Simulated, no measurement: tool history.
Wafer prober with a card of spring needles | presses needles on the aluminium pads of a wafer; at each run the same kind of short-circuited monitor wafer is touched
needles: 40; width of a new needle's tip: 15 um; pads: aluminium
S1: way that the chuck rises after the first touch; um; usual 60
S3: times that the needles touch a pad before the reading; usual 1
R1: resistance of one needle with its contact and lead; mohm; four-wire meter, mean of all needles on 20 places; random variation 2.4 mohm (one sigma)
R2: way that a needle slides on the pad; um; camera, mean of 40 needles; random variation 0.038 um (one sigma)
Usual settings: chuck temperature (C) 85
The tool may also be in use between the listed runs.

run 1 hour=0 | S1=60 chuck_temperature_(C)=85 S3=1 | R1=288 R2=10.16
-- hour=3.4 tips cleaned on abrasive film
run 2 hour=11.5 | S1=60 chuck_temperature_(C)=85 S3=1 | R1=286 R2=10.13
-- hour=16.1 tips cleaned on abrasive film
run 3 hour=19.8 | S1=60 chuck_temperature_(C)=85 S3=1 | R1=277 R2=10.16
run 4 hour=27 | S1=60 chuck_temperature_(C)=85 S3=1 | R1=290 R2=10.19
-- hour=28.6 tips cleaned on abrasive film
run 5 hour=33.4 | S1=60 chuck_temperature_(C)=85 S3=1 | R1=281 R2=10.12
-- hour=41.2 tips cleaned on abrasive film
run 6 hour=41.5 | S1=60 chuck_temperature_(C)=85 S3=1 | R1=273 R2=10.1
run 7 hour=52.2 | S1=60 chuck_temperature_(C)=85 S3=1 | R1=282 R2=10.12
-- hour=53.8 tips cleaned on abrasive film
run 8 hour=57.6 | S1=60 chuck_temperature_(C)=85 S3=1 | R1=274 R2=10.17
-- hour=66.4 tips cleaned on abrasive film
run 9 hour=66.4 | S1=60 chuck_temperature_(C)=85 S3=2 | R1=269 R2=10.1
run 10 hour=77.9 | S1=52 chuck_temperature_(C)=85 S3=1 | R1=303 R2=8.69
-- hour=78.7 tips cleaned on abrasive film
run 11 hour=83.4 | S1=60 chuck_temperature_(C)=85 S3=1 | R1=282 R2=10.15
-- hour=91.2 tips cleaned on abrasive film
run 12 hour=94 | S1=60 chuck_temperature_(C)=85 S3=1 | R1=278 R2=10.05
run 13 hour=100.5 | S1=60 chuck_temperature_(C)=31 S3=1 | R1=268 R2=10.08
-- hour=104 tips cleaned on abrasive film
run 14 hour=109.5 | S1=60 chuck_temperature_(C)=58 S3=1 | R1=277 R2=10.03
run 15 hour=114.4 | S1=60 chuck_temperature_(C)=28 S3=1 | R1=274 R2=10.07
-- hour=116.5 tips cleaned on abrasive film
run 16 hour=122 | S1=60 chuck_temperature_(C)=28 S3=1 | R1=269 R2=10.06
-- hour=123.4 height of the first contact set anew
-- hour=129.6 tips cleaned on abrasive film
run 17 hour=130.8 | S1=60 chuck_temperature_(C)=28 S3=1 | R1=258 R2=9.87
-- hour=142.2 tips cleaned on abrasive film
run 18 hour=142.4 | S1=52 chuck_temperature_(C)=40 S3=1 | R1=261 R2=8.45
run 19 hour=150.2 | S1=62 chuck_temperature_(C)=40 S3=2 | R1=266 R2=10.26
-- hour=154.8 tips cleaned on abrasive film
run 20 hour=156.2 | S1=50 chuck_temperature_(C)=85 S3=1 | R1=281 R2=8.1
-- hour=166 height of the first contact set anew, once more
run 21 hour=166.5 | S1=45 chuck_temperature_(C)=43 S3=2 | R1=279 R2=7.81
-- hour=167.4 tips cleaned on abrasive film
run 22 hour=177.5 | S1=59 chuck_temperature_(C)=106 S3=2 | R1=285 R2=10.27
-- hour=179.7 tips cleaned on abrasive film
run 23 hour=184.9 | S1=59 chuck_temperature_(C)=106 S3=2 | R1=282 R2=10.27
run 24 hour=191.2 | S1=41 chuck_temperature_(C)=48 S3=2 | R1=290 R2=7.07
-- hour=192.1 tips cleaned on abrasive film
run 25 hour=197.5 | S1=41 chuck_temperature_(C)=89 S3=1 | R1=306 R2=7.04
run 26 hour=203.1 | S1=65 chuck_temperature_(C)=87 S3=3 | R1=271 R2=11.22
-- hour=205.2 tips cleaned on abrasive film
run 27 hour=209.4 | S1=65 chuck_temperature_(C)=87 S3=3 | R1=271 R2=11.3
-- hour=218 tips cleaned on abrasive film
run 28 hour=219.1 | S1=61 chuck_temperature_(C)=55 S3=1 | R1=263 R2=10.56
run 29 hour=228 | S1=59 chuck_temperature_(C)=48 S3=1 | R1=275 R2=10.2
-- hour=230.3 tips cleaned on abrasive film
run 30 hour=235.9 | S1=59 chuck_temperature_(C)=48 S3=1 | R1=272 R2=10.16
-- hour=242.7 tips cleaned on abrasive film
run 31 hour=245.3 | S1=43 chuck_temperature_(C)=48 S3=1 | R1=280 R2=7.34
run 32 hour=253 | S1=53 chuck_temperature_(C)=115 S3=1 | R1=309 R2=9.12
-- hour=255.7 tips cleaned on abrasive film
run 33 hour=262.1 | S1=78 chuck_temperature_(C)=115 S3=2 | R1=275 R2=13.49
-- hour=267.9 tips cleaned on abrasive film
run 34 hour=269.7 | S1=53 chuck_temperature_(C)=78 S3=3 | R1=270 R2=9.12

Forecast each of these 4 alternatives for the next run:
run A hour=279.7 | S1=69 chuck_temperature_(C)=85 S3=1 | R1=? R2=?
run B hour=279.7 | S1=42 chuck_temperature_(C)=32 S3=3 | R1=? R2=?
run C hour=279.7 | S1=53 chuck_temperature_(C)=31 S3=3 | R1=? R2=?
run D hour=279.7 | S1=60 chuck_temperature_(C)=85 S3=1 | R1=? R2=?

run=A R1=281 R2=11.84
run=B R1=278 R2=7.07
run=C R1=266 R2=9.02
run=D R1=286 R2=10.32
Without the tool's hidden state the same runs would have given:
run=A R1=264 R2=11.98
run=B R1=262 R2=7.21
run=C R1=255 R2=9.16
run=D R1=265 R2=10.46
